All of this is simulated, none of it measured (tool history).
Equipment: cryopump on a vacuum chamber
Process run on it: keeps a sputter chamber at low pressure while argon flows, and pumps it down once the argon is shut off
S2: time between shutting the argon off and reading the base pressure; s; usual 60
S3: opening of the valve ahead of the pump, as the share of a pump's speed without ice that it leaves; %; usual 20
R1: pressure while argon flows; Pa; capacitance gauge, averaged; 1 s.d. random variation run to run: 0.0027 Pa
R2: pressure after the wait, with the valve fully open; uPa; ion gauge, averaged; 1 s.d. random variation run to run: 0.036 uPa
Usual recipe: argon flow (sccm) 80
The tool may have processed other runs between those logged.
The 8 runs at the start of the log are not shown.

run 9 day=6.096 | argon_flow_(sccm)=80 S2=172 S3=20 | R1=0.6627 R2=2.31
run 10 day=6.942 | argon_flow_(sccm)=80 S2=172 S3=20 | R1=0.6645 R2=2.32
run 11 day=7.488 | argon_flow_(sccm)=80 S2=172 S3=20 | R1=0.6671 R2=2.38
run 12 day=8.396 | argon_flow_(sccm)=80 S2=60 S3=20 | R1=0.6721 R2=3.48
run 13 day=9.279 | argon_flow_(sccm)=80 S2=60 S3=20 | R1=0.6677 R2=3.48
run 14 day=9.988 | argon_flow_(sccm)=80 S2=60 S3=20 | R1=0.6753 R2=3.58
run 15 day=10.417 | argon_flow_(sccm)=80 S2=60 S3=20 | R1=0.6747 R2=3.67
run 16 day=10.983 | argon_flow_(sccm)=80 S2=60 S3=20 | R1=0.679 R2=3.55
run 17 day=11.446 | argon_flow_(sccm)=80 S2=24 S3=20 | R1=0.6765 R2=6.15
run 18 day=12.512 | argon_flow_(sccm)=80 S2=60 S3=35 | R1=0.3991 R2=3.56
run 19 day=13.525 | argon_flow_(sccm)=80 S2=27 S3=36 | R1=0.3907 R2=5.87
run 20 day=14.212 | argon_flow_(sccm)=81 S2=60 S3=39 | R1=0.3678 R2=3.73
run 21 day=15.117 | argon_flow_(sccm)=106 S2=74 S3=39 | R1=0.4866 R2=3.42
run 22 day=15.783 | argon_flow_(sccm)=43 S2=31 S3=20 | R1=0.3694 R2=5.44
run 23 day=16.571 | argon_flow_(sccm)=117 S2=54 S3=28 | R1=0.7395 R2=3.95
run 24 day=17.342 | argon_flow_(sccm)=68 S2=26 S3=26 | R1=0.458 R2=6
-- day=17.842 pump warmed up, emptied and cooled again
run 25 day=18.029 | argon_flow_(sccm)=68 S2=26 S3=26 | R1=0.4277 R2=5.56
run 26 day=18.629 | argon_flow_(sccm)=68 S2=32 S3=23 | R1=0.4862 R2=4.8
run 27 day=19.575 | argon_flow_(sccm)=48 S2=32 S3=28 | R1=0.2831 R2=4.88
run 28 day=20.417 | argon_flow_(sccm)=44 S2=24 S3=23 | R1=0.3151 R2=6.07
run 29 day=20.971 | argon_flow_(sccm)=44 S2=255 S3=23 | R1=0.3175 R2=2.16
run 30 day=21.792 | argon_flow_(sccm)=42 S2=255 S3=47 | R1=0.1512 R2=2.27
run 31 day=22.542 | argon_flow_(sccm)=42 S2=255 S3=47 | R1=0.1505 R2=2.27
run 32 day=23.208 | argon_flow_(sccm)=80 S2=139 S3=57 | R1=0.2401 R2=2.62
run 33 day=23.646 | argon_flow_(sccm)=80 S2=50 S3=50 | R1=0.2738 R2=3.9

4 ways to go on from here, each from the tool as it stands after run 33. What would each give?
run A day=24.479 | argon_flow_(sccm)=118 S2=50 S3=49 | R1=? R2=?
run B day=24.479 | argon_flow_(sccm)=80 S2=42 S3=22 | R1=? R2=?
run C day=24.479 | argon_flow_(sccm)=60 S2=60 S3=32 | R1=? R2=?
run D day=24.479 | argon_flow_(sccm)=90 S2=50 S3=22 | R1=? R2=?

run=A R1=0.4105 R2=3.91
run=B R1=0.6077 R2=4.43
run=C R1=0.3154 R2=3.64
run=D R1=0.6793 R2=4.02
Without the tool's hidden state the same runs would have given:
run=A R1=0.3913 R2=2.26
run=B R1=0.5946 R2=2.72
run=C R1=0.3055 R2=1.96
run=D R1=0.6646 R2=2.32
